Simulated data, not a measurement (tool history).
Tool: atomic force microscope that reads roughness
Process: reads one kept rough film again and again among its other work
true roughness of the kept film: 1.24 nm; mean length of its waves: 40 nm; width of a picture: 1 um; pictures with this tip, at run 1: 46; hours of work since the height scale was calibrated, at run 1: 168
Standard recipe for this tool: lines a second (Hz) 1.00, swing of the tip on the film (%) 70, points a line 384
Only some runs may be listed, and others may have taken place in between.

run,hour,lines a second (Hz),swing of the tip on the film (%),points a line,pictures with this tip,hours of work since the height scale was calibrated,roughness of the kept film (nm (root mean square))
1,0.0,1.00,70,384,46,168,1.127
2,9.2,1.00,70,384,59,172,1.101
3,14.0,1.09,70,384,66,174,1.100
4,21.4,1.09,70,384,77,177,1.081
5,30.7,1.00,70,706,90,181,1.095
6,38.5,1.00,70,392,101,184,1.077
# hour 44.2: new tip fitted
7,49.0,1.00,70,392,6,188,1.151
8,57.4,1.00,70,384,19,192,1.146
9,63.2,1.00,70,384,27,194,1.134
10,71.7,1.00,70,384,39,198,1.125
11,79.8,1.00,70,384,50,201,1.115
12,84.7,1.98,70,384,58,203,1.076
13,90.2,2.66,85,274,65,206,0.948
14,97.8,1.61,70,680,76,209,1.081
15,107.5,3.49,70,384,90,213,0.997
16,111.9,3.59,66,786,96,215,1.017
17,120.0,3.59,60,652,108,218,1.040
# hour 121.1: new tip fitted
18,124.9,3.59,60,652,5,220,1.109
19,130.8,2.16,89,934,14,223,0.993
20,137.6,2.16,89,934,23,226,0.983
21,147.0,1.00,82,384,37,230,1.089
22,156.6,1.00,82,384,51,234,1.082
23,162.0,0.68,79,397,58,236,1.099

Consider 5 possible next runs. They are alternatives, not a sequence: every one starts from the tool as it was left by run 23. What does each give?
A,166.1,2.42,88,738,64,238,?
B,166.1,1.00,65,384,64,238,?
C,166.1,1.33,79,937,64,238,?
D,166.1,1.00,73,384,64,238,?
E,166.1,1.00,57,384,64,238,?

run,roughness of the kept film (nm (root mean square))
A,0.940
B,1.120
C,1.070
D,1.107
E,1.125
Stripped of hidden state, with their random variation kept, the same runs would have yielded:
run,roughness of the kept film (nm (root mean square))
A,0.989
B,1.178
C,1.125
D,1.164
E,1.183
